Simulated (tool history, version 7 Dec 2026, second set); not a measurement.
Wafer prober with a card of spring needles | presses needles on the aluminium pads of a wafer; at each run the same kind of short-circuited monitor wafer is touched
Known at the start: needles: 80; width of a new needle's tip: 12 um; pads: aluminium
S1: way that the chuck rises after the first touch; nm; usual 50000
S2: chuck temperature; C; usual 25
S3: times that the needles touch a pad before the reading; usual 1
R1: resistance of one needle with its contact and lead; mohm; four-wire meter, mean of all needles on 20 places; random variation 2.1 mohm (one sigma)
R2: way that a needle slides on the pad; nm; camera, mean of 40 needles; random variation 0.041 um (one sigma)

{"run": 1, "hour": 0.0, "S1": 50000, "S2": 25, "S3": 1, "R1": 233, "R2": 11050}
{"run": 2, "hour": 13.9, "S1": 50000, "S2": 25, "S3": 1, "R1": 233, "R2": 11050}
{"hour": 25.9, "done": "tips cleaned on abrasive film"}
{"run": 3, "hour": 31.5, "S1": 50000, "S2": 25, "S3": 1, "R1": 239, "R2": 11030}
{"hour": 51.7, "done": "tips cleaned on abrasive film"}
{"run": 4, "hour": 63.1, "S1": 50000, "S2": 25, "S3": 1, "R1": 239, "R2": 10920}
{"hour": 76.7, "done": "tips cleaned on abrasive film"}
{"run": 5, "hour": 88.9, "S1": 50000, "S2": 25, "S3": 1, "R1": 236, "R2": 10860}
{"hour": 103.7, "done": "tips cleaned on abrasive film"}
{"run": 6, "hour": 121.8, "S1": 50000, "S2": 25, "S3": 1, "R1": 235, "R2": 10900}
{"hour": 130.6, "done": "tips cleaned on abrasive film"}
{"run": 7, "hour": 135.5, "S1": 50000, "S2": 25, "S3": 1, "R1": 239, "R2": 10920}
{"hour": 156.3, "done": "tips cleaned on abrasive film"}
{"run": 8, "hour": 168.1, "S1": 50000, "S2": 25, "S3": 1, "R1": 237, "R2": 10920}
{"hour": 181.5, "done": "tips cleaned on abrasive film"}
{"run": 9, "hour": 185.7, "S1": 50000, "S2": 84, "S3": 1, "R1": 250, "R2": 10890}
{"hour": 208.7, "done": "tips cleaned on abrasive film"}
{"run": 10, "hour": 213.1, "S1": 50000, "S2": 84, "S3": 1, "R1": 250, "R2": 10800}
{"run": 11, "hour": 231.8, "S1": 32000, "S2": 25, "S3": 1, "R1": 242, "R2": 6920}
{"hour": 233.3, "done": "tips cleaned on abrasive film"}
{"run": 12, "hour": 245.8, "S1": 45000, "S2": 25, "S3": 1, "R1": 238, "R2": 9800}
{"hour": 258.7, "done": "tips cleaned on abrasive film"}
{"run": 13, "hour": 266.9, "S1": 48000, "S2": 51, "S3": 1, "R1": 244, "R2": 10380}
{"hour": 284.4, "done": "tips cleaned on abrasive film"}
{"run": 14, "hour": 296.3, "S1": 39000, "S2": 26, "S3": 1, "R1": 240, "R2": 8370}
{"hour": 310.8, "done": "tips cleaned on abrasive film"}
{"run": 15, "hour": 315.1, "S1": 39000, "S2": 26, "S3": 1, "R1": 239, "R2": 8410}
{"hour": 335.4, "done": "tips cleaned on abrasive film"}
{"run": 16, "hour": 345.4, "S1": 56000, "S2": 25, "S3": 1, "R1": 232, "R2": 12100}
{"hour": 362.5, "done": "tips cleaned on abrasive film"}
{"run": 17, "hour": 366.5, "S1": 56000, "S2": 25, "S3": 1, "R1": 234, "R2": 12100}
{"hour": 387.2, "done": "tips cleaned on abrasive film"}
{"run": 18, "hour": 397.5, "S1": 38000, "S2": 49, "S3": 1, "R1": 244, "R2": 8150}
{"hour": 412.5, "done": "tips cleaned on abrasive film"}
{"hour": 412.8, "done": "height of the first contact set anew"}
{"run": 19, "hour": 428.5, "S1": 38000, "S2": 49, "S3": 1, "R1": 245, "R2": 8230}
{"hour": 437.7, "done": "tips cleaned on abrasive film"}
{"run": 20, "hour": 445.1, "S1": 38000, "S2": 49, "S3": 1, "R1": 248, "R2": 8260}
{"hour": 463.3, "done": "tips cleaned on abrasive film"}
{"run": 21, "hour": 467.8, "S1": 48000, "S2": 43, "S3": 1, "R1": 242, "R2": 10320}

Some steps in R2 between neighbouring runs. How much of each would the tool show without its hidden state too (settings, what came in, random variation), and how much is left for the hidden state, with any gauge scatter that isn't in both results?
The hidden state here: debris on the tips, nm; way that the needles fall short of the set height, um; tips' diameter, um; drift of the gauge itself on contact_mohm, %; drift of the gauge itself on scrub_um, %.
Run 10 -> 11: S1 50000 -> 32000, S2 84 -> 25. R2 -3880 nm: hidden state +40, all else -3920.
Run 15 -> 16: S1 39000 -> 56000, S2 26 -> 25, tips cleaned on abrasive film. R2 +3690 nm: hidden state -80, all else +3770.
Run 17 -> 18: S1 56000 -> 38000, S2 25 -> 49, tips cleaned on abrasive film. R2 -3950 nm: hidden state +60, all else -4010.
